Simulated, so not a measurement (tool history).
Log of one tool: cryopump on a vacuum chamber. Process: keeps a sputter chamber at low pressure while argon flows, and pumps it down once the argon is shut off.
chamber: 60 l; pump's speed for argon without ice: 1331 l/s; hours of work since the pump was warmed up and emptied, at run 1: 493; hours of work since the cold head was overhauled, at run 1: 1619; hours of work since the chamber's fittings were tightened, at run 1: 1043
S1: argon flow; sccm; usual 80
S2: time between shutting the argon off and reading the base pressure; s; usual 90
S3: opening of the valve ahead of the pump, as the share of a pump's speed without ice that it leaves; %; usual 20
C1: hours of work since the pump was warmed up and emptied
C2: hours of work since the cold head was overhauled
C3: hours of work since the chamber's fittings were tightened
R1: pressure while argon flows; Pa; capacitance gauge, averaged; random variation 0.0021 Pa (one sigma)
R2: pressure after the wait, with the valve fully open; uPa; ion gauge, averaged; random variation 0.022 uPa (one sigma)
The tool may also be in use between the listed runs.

run 1 hour=0 | S1=80 S2=90 S3=20 | C1=493 C2=1619 C3=1043 | R1=0.5383 R2=1.61
-- hour=50.4 pump warmed up, emptied and cooled again
run 2 hour=96.9 | S1=80 S2=90 S3=20 | C1=30 C2=1679 C3=1103 | R1=0.5165 R2=1.37
run 3 hour=143.8 | S1=80 S2=90 S3=33 | C1=61 C2=1709 C3=1133 | R1=0.3117 R2=1.42
run 4 hour=226.5 | S1=80 S2=149 S3=20 | C1=115 C2=1763 C3=1187 | R1=0.5157 R2=1.39
run 5 hour=314.2 | S1=80 S2=90 S3=28 | C1=172 C2=1820 C3=1244 | R1=0.3751 R2=1.57
run 6 hour=380.8 | S1=80 S2=90 S3=28 | C1=215 C2=1864 C3=1288 | R1=0.3751 R2=1.63
run 7 hour=424 | S1=128 S2=90 S3=20 | C1=243 C2=1892 C3=1316 | R1=0.8328 R2=1.69
run 8 hour=466.8 | S1=80 S2=90 S3=38 | C1=271 C2=1920 C3=1344 | R1=0.2845 R2=1.74
run 9 hour=515.9 | S1=80 S2=296 S3=20 | C1=303 C2=1952 C3=1376 | R1=0.5292 R2=1.59
run 10 hour=569.3 | S1=80 S2=296 S3=20 | C1=338 C2=1986 C3=1410 | R1=0.5293 R2=1.6
run 11 hour=614.6 | S1=63 S2=296 S3=20 | C1=367 C2=2016 C3=1440 | R1=0.4189 R2=1.69
run 12 hour=710.2 | S1=63 S2=296 S3=20 | C1=430 C2=2078 C3=1502 | R1=0.4253 R2=1.81
run 13 hour=777.5 | S1=80 S2=90 S3=40 | C1=473 C2=2122 C3=1546 | R1=0.2881 R2=2.08
-- hour=855.3 pump warmed up, emptied and cooled again
run 14 hour=868 | S1=80 S2=90 S3=40 | C1=8 C2=2177 C3=1602 | R1=0.2573 R2=1.7
run 15 hour=910.8 | S1=107 S2=41 S3=23 | C1=36 C2=2205 C3=1629 | R1=0.6028 R2=2.18
run 16 hour=960.5 | S1=107 S2=46 S3=19 | C1=68 C2=2238 C3=1662 | R1=0.7248 R2=2.13
run 17 hour=1032.8 | S1=35 S2=296 S3=19 | C1=116 C2=2285 C3=1709 | R1=0.2382 R2=1.73
-- hour=1072.1 leaking fittings of the chamber tightened, without venting
run 18 hour=1077.9 | S1=35 S2=296 S3=17 | C1=144 C2=2313 C3=4 | R1=0.2658 R2=0.37
run 19 hour=1125.6 | S1=46 S2=49 S3=56 | C1=175 C2=2344 C3=35 | R1=0.1117 R2=0.89
run 20 hour=1219.6 | S1=109 S2=71 S3=24 | C1=236 C2=2405 C3=96 | R1=0.6 R2=0.76
run 21 hour=1280.4 | S1=101 S2=90 S3=21 | C1=275 C2=2445 C3=136 | R1=0.6327 R2=0.73
run 22 hour=1349.9 | S1=124 S2=103 S3=16 | C1=321 C2=2490 C3=181 | R1=1.0098 R2=0.72
run 23 hour=1409.5 | S1=93 S2=103 S3=19 | C1=359 C2=2529 C3=220 | R1=0.6508 R2=0.79
run 24 hour=1473.2 | S1=93 S2=103 S3=19 | C1=401 C2=2570 C3=261 | R1=0.6519 R2=0.84
run 25 hour=1558.6 | S1=117 S2=192 S3=21 | C1=456 C2=2626 C3=317 | R1=0.7489 R2=0.8
run 26 hour=1623.8 | S1=74 S2=60 S3=53 | C1=499 C2=2668 C3=359 | R1=0.2089 R2=1.2
-- hour=1664.8 pump warmed up, emptied and cooled again
run 27 hour=1727.2 | S1=80 S2=222 S3=19 | C1=41 C2=2732 C3=423 | R1=0.5388 R2=0.71
run 28 hour=1826.6 | S1=80 S2=222 S3=27 | C1=105 C2=2797 C3=488 | R1=0.3827 R2=0.8

Forecast each of these 5 alternatives for the next run:
run A hour=1924.1 | S1=80 S2=36 S3=49 | C1=169 C2=2860 C3=551 | R1=? R2=?
run B hour=1924.1 | S1=80 S2=90 S3=20 | C1=169 C2=2860 C3=551 | R1=? R2=?
run C hour=1924.1 | S1=122 S2=170 S3=18 | C1=169 C2=2860 C3=551 | R1=? R2=?
run D hour=1924.1 | S1=80 S2=190 S3=23 | C1=169 C2=2860 C3=551 | R1=? R2=?
run E hour=1924.1 | S1=101 S2=55 S3=39 | C1=169 C2=2860 C3=551 | R1=? R2=?

run=A R1=0.219 R2=1.49
run=B R1=0.522 R2=1.06
run=C R1=0.8691 R2=0.92
run=D R1=0.4554 R2=0.9
run=E R1=0.3436 R2=1.27
Without the tool's hidden state the same runs would have given:
run=A R1=0.2073 R2=0.95
run=B R1=0.5102 R2=0.53
run=C R1=0.8515 R2=0.38
run=D R1=0.4437 R2=0.37
run=E R1=0.3288 R2=0.73
